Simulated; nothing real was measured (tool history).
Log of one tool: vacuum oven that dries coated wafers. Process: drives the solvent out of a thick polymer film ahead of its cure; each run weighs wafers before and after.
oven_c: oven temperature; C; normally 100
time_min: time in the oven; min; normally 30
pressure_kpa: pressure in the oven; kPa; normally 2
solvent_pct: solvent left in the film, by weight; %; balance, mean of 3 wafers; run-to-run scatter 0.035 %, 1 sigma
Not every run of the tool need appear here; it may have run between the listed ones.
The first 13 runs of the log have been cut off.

run   hour  oven_c  time_min  pressure_kpa  hours of work since the thermocouples were calibrated  hours of work since the vacuum gauge was cleaned of residue  solvent_pct
 14  351.4     100        30             2                                                    615                                                          992         1.63
 15  387.7     100        30          2.62                                                    640                                                         1017         1.77
 16  406.2     100        30          2.62                                                    653                                                         1029          1.8
       427  -- vacuum gauge cleaned of residue and calibrated
 17  437.5     100        30          2.62                                                    673                                                            7          1.8
 18  477.7     100        30          2.62                                                    700                                                           35         1.85
 19  502.4     100        30          2.62                                                    717                                                           52         1.82
 20  524.8     100        30             2                                                    733                                                           67         1.64
 21    544     100        30             2                                                    746                                                           80         1.67
 22  578.7     108        30             2                                                    770                                                          104         0.75
 23  613.7     108        30             2                                                    793                                                          128         0.69
 24  648.9     108        30             2                                                    818                                                          152         0.71
 25  667.2     100        30          1.62                                                    830                                                          164         1.46
 26  701.2     100        29          1.62                                                    853                                                          188         1.59
 27  730.9      95        30          1.53                                                    874                                                          208         2.51
 28  754.3     106        37             2                                                    890                                                          224         0.69

Estimate the outcome of run 29 from the log above:
 29  778.7     106        26          4.11                                                    906                                                          241            ?

solvent_pct: 1.75 %
With no hidden state in the tool, this same run would have given solvent_pct 1.74 %.
